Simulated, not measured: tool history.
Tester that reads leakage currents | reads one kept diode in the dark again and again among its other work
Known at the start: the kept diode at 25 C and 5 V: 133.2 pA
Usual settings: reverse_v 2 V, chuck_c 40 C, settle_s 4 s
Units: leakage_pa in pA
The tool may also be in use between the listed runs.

run	hour	reverse_v	chuck_c	settle_s	leakage_pa
1	0	2	40	4	290.31
2	161.3	2	40	5.31	293.52
3	369.8	2	40	4	295.29
# hour 543.8: chuck's temperature calibrated
4	621.2	2	40	4	250.86
5	854.9	2.38	40	4	278.24
6	1087.7	2.38	26	4	102.21
7	1305.2	2	40	4	261.39
8	1448.7	2	29	4	119.75
9	1595.8	2	29	4	121.3
10	1725.9	2	29	2.69	122.44
11	1845.2	2	32	8.15	152.83
12	2073.5	2	32	8.15	154.97
13	2300.2	2	58	0.37	896.43

Forecast each of these 4 alternatives for the next run:
# hour 2441.4: probe card cleaned and baked
A	2476.5	2	40	1.53	?
# hour 2441.4: probe card cleaned and baked
B	2476.5	2	23	0.4	?
# hour 2441.4: probe card cleaned and baked
C	2476.5	2	21	5.92	?
# hour 2441.4: probe card cleaned and baked
D	2476.5	2	40	5.81	?

run	leakage_pa
A	278.62
B	81.97
C	68.57
D	278.45
Without the tool's hidden state the same runs would have given:
run	leakage_pa
A	251.13
B	73.08
C	60.86
D	250.93
